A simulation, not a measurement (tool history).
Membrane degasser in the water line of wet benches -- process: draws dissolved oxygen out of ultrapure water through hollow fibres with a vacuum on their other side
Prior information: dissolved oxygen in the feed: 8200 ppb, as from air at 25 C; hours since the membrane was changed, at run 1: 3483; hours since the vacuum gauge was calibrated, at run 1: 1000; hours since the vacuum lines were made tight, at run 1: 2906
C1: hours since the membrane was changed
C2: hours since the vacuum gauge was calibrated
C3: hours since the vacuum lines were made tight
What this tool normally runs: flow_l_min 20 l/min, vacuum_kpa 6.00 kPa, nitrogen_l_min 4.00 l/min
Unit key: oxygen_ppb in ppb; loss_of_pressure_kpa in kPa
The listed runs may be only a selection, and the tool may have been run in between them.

Run 1, hour 0.0: usual settings; C1 3483; C2 1000; C3 2906. Result: oxygen_ppb 245.8 ppb, loss_of_pressure_kpa 54.55 kPa.
Run 2, hour 59.9: usual settings but flow_l_min 15 l/min; C1 3543; C2 1060; C3 2966. Result: oxygen_ppb 158.1 ppb, loss_of_pressure_kpa 41.44 kPa.
Run 3, hour 108.4: usual settings; C1 3591; C2 1109; C3 3015. Result: oxygen_ppb 243.3 ppb, loss_of_pressure_kpa 55.40 kPa.
Run 4, hour 187.9: usual settings but vacuum_kpa 12.62 kPa; C1 3671; C2 1188; C3 3094. Result: oxygen_ppb 321.0 ppb, loss_of_pressure_kpa 54.62 kPa.
Run 5, hour 275.4: usual settings but nitrogen_l_min 2.16 l/min; C1 3758; C2 1276; C3 3182. Result: oxygen_ppb 274.1 ppb, loss_of_pressure_kpa 55.17 kPa.
Run 6, hour 361.0: usual settings but nitrogen_l_min 3.40 l/min; C1 3844; C2 1361; C3 3267. Result: oxygen_ppb 252.9 ppb, loss_of_pressure_kpa 55.13 kPa.
Run 7, hour 410.2: usual settings but nitrogen_l_min 2.35 l/min; C1 3893; C2 1411; C3 3316. Result: oxygen_ppb 264.4 ppb, loss_of_pressure_kpa 54.83 kPa.
At hour 417.6: vacuum gauge calibrated.
Run 8, hour 455.7: usual settings but nitrogen_l_min 2.35 l/min; C1 3938; C2 38; C3 3361. Result: oxygen_ppb 269.4 ppb, loss_of_pressure_kpa 55.34 kPa.
Run 9, hour 501.1: usual settings; C1 3984; C2 84; C3 3407. Result: oxygen_ppb 247.4 ppb, loss_of_pressure_kpa 55.20 kPa.
Run 10, hour 556.5: usual settings but nitrogen_l_min 3.31 l/min; C1 4039; C2 139; C3 3462. Result: oxygen_ppb 254.2 ppb, loss_of_pressure_kpa 55.41 kPa.
Run 11, hour 607.0: usual settings but flow_l_min 16 l/min, vacuum_kpa 6.35 kPa, nitrogen_l_min 3.87 l/min; C1 4089; C2 189; C3 3513. Result: oxygen_ppb 178.5 ppb, loss_of_pressure_kpa 44.31 kPa.
Run 12, hour 709.3: usual settings but flow_l_min 27 l/min, vacuum_kpa 10.73 kPa; C1 4192; C2 292; C3 3615. Result: oxygen_ppb 452.4 ppb, loss_of_pressure_kpa 74.42 kPa.
Run 13, hour 809.9: usual settings but flow_l_min 27 l/min, vacuum_kpa 10.73 kPa; C1 4292; C2 392; C3 3716. Result: oxygen_ppb 444.3 ppb, loss_of_pressure_kpa 74.98 kPa.
Run 14, hour 894.2: usual settings but flow_l_min 14 l/min, vacuum_kpa 12.57 kPa, nitrogen_l_min 2.75 l/min; C1 4377; C2 477; C3 3800. Result: oxygen_ppb 233.0 ppb, loss_of_pressure_kpa 39.15 kPa.
Run 15, hour 971.2: usual settings but flow_l_min 23 l/min, vacuum_kpa 4.57 kPa, nitrogen_l_min 5.10 l/min; C1 4454; C2 554; C3 3877. Result: oxygen_ppb 277.4 ppb, loss_of_pressure_kpa 63.59 kPa.
At hour 1029.6: vacuum gauge calibrated, once more.
Run 16, hour 1032.4: usual settings but flow_l_min 19 l/min, vacuum_kpa 4.00 kPa, nitrogen_l_min 1.68 l/min; C1 4514; C2 3; C3 3938. Result: oxygen_ppb 216.2 ppb, loss_of_pressure_kpa 52.23 kPa.
Run 17, hour 1117.0: usual settings but flow_l_min 19 l/min, vacuum_kpa 4.00 kPa, nitrogen_l_min 1.68 l/min; C1 4599; C2 87; C3 4022. Result: oxygen_ppb 222.0 ppb, loss_of_pressure_kpa 52.86 kPa.
Run 18, hour 1204.6: usual settings but flow_l_min 19 l/min, vacuum_kpa 4.00 kPa, nitrogen_l_min 1.68 l/min; C1 4687; C2 175; C3 4110. Result: oxygen_ppb 216.7 ppb, loss_of_pressure_kpa 52.58 kPa.
Run 19, hour 1283.0: usual settings but flow_l_min 19 l/min, vacuum_kpa 11.41 kPa, nitrogen_l_min 1.68 l/min; C1 4765; C2 253; C3 4188. Result: oxygen_ppb 409.4 ppb, loss_of_pressure_kpa 52.70 kPa.

How the hidden state differs across the entries between the runs, from the last listed run before each to the first after it:
Runs 7 to 8: vacuum gauge calibrated (hour 417.6)
  true pressure behind the membrane over the reading, kPa: 0.07 -> 0.12; air that leaks in behind the membrane, l/min: 0.0179 -> 0.0181
  measured minus no-state result, oxygen_ppb: +20.6 -> +22.1 ppb; loss_of_pressure_kpa: +1.35 -> +1.37 kPa
Runs 15 to 16: vacuum gauge calibrated, once more (hour 1029.6)
  membrane still open, %: 97.2 -> 97.1; true pressure behind the membrane over the reading, kPa: 0.14 -> -0.02; air that leaks in behind the membrane, l/min: 0.0202 -> 0.0205
  measured minus no-state result, oxygen_ppb: +26.6 -> +20.3 ppb; loss_of_pressure_kpa: +1.80 -> +1.50 kPa
